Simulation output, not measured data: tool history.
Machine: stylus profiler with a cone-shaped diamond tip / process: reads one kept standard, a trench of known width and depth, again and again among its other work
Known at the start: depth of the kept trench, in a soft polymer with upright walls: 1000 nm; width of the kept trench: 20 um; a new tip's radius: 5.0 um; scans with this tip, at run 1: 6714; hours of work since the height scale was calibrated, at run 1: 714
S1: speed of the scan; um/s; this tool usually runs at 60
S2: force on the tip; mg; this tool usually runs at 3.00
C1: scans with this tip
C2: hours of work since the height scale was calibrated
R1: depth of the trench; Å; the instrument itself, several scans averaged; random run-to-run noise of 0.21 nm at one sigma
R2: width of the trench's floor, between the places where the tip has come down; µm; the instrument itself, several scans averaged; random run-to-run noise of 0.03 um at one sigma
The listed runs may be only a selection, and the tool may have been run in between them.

Run 1, day 0.000: usual settings; C1 6714; C2 714. Result: R1 10124.0 Å, R2 13.14 µm.
Run 2, day 1.292: usual settings but S2 1.69 mg; C1 6945; C2 739. Result: R1 10082.0 Å, R2 13.02 µm.
Run 3, day 3.700: usual settings; C1 7375; C2 785. Result: R1 10118.8 Å, R2 13.10 µm.
Run 4, day 5.425: usual settings; C1 7683; C2 818. Result: R1 10116.0 Å, R2 13.08 µm.
Run 5, day 8.433: usual settings but S2 3.94 mg; C1 8221; C2 875. Result: R1 10143.3 Å, R2 13.05 µm.
Run 6, day 10.292: usual settings but S2 2.70 mg; C1 8553; C2 910. Result: R1 10109.9 Å, R2 12.98 µm.
Run 7, day 13.083: usual settings; C1 9052; C2 963. Result: R1 10118.9 Å, R2 12.95 µm.
Run 8, day 15.054: usual settings but S1 93 um/s; C1 9404; C2 1001. Result: R1 10114.0 Å, R2 12.80 µm.
Run 9, day 17.812: usual settings but S1 20 um/s; C1 9897; C2 1053. Result: R1 10114.0 Å, R2 13.18 µm.
Run 10, day 20.083: usual settings but S1 20 um/s; C1 10303; C2 1096. Result: R1 10110.0 Å, R2 13.15 µm.
Run 11, day 22.812: usual settings but S1 20 um/s; C1 10791; C2 1148. Result: R1 10110.0 Å, R2 13.08 µm.
Run 12, day 25.675: usual settings but S2 1.38 mg; C1 11303; C2 1203. Result: R1 10053.0 Å, R2 12.65 µm.
Run 13, day 27.858: usual settings but S1 71 um/s, S2 1.38 mg; C1 11692; C2 1244. Result: R1 10050.7 Å, R2 12.63 µm.
Run 14, day 29.292: usual settings but S1 23 um/s, S2 7.52 mg; C1 11949; C2 1271. Result: R1 10226.4 Å, R2 13.07 µm.
Run 15, day 30.671: usual settings but S1 71 um/s, S2 3.92 mg; C1 12195; C2 1298. Result: R1 10133.2 Å, R2 12.75 µm.

A few steps of R1 between consecutive runs. Split each: what settings, incoming material and random variation would produce without the hidden state, and what is left over for the hidden state, along with gauge scatter present in only one of the two compared results (measured, and without hidden state):
The hidden state here: radius of the tip, um; height scale over the true one, %; drift of the gauge itself on depth_nm, %; drift of the gauge itself on floor_um, %.
Run 4 -> 5: S2 3.00 -> 3.94. R1 +27.3 Å: hidden state -1.8, all else +29.1.
Run 13 -> 14: S1 71 -> 23, S2 1.38 -> 7.52. R1 +175.7 Å: hidden state -1.3, all else +177.0.
